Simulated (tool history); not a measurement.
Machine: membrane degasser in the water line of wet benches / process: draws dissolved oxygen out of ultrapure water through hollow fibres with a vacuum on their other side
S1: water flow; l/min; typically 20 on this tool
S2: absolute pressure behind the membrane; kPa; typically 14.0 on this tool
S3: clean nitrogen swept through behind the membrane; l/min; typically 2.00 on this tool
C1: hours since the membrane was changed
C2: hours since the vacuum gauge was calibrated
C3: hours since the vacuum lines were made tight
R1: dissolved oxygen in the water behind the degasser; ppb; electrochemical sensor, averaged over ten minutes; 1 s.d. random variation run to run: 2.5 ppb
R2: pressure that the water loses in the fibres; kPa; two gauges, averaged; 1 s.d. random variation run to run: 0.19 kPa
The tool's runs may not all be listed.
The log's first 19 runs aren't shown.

run    hour  S1    S2    S3    C1    C2     C3     R1     R2
 20  3170.9  15  14.0  2.00  6918  1863  14039  194.2  29.79
 21  3385.0  20  33.8  1.34  7132  2077  14253  933.1  39.83
 22  3509.8  20  33.8  1.34  7256  2202  14378  954.7  39.40
 23  3710.9  20  33.8  1.34  7458  2403  14579  952.6  39.61
 24  3862.6  27  22.2  5.19  7609  2555  14731  241.7  53.95
 25  3998.7  27  22.2  5.19  7745  2691  14867  243.1  53.78
 26  4120.8  27  22.2  5.19  7867  2813  14989  240.9  53.37
     4141.9  -- seals of the vacuum lines changed
 27  4254.7  27  22.2  5.19  7999  2945    113  235.0  53.70
 28  4414.7  13   8.7  5.80  8159  3105    273   31.1  25.85
 29  4573.9  19  16.7  2.52  8319  3264    432  240.3  37.83
 30  4787.6  18  20.9  2.00  8532  3478    646  363.9  36.06
 31  5004.5  20  32.8  2.83  8749  3695    863  482.7  40.20
 32  5155.2  20  32.8  2.83  8900  3845   1013  479.3  40.22
 33  5333.7  20  17.2  1.52  9078  4024   1192  409.6  39.89

Branching from run 33: 3 alternative next runs. What would each branch give?
  A  5430.6  14  15.4  1.62  9175  4121  1289   ?   ?
  B  5430.6  14  17.2  5.28  9175  4121  1289   ?   ?
  C  5430.6  24   9.4  4.74  9175  4121  1289   ?   ?

run     R1     R2
  A  246.4  28.15
  B   90.8  28.15
  C   79.2  48.12
Had the tool no hidden state, the same runs would have come out as:
run     R1     R2
  A  246.4  27.39
  B   90.8  27.39
  C   79.1  46.81
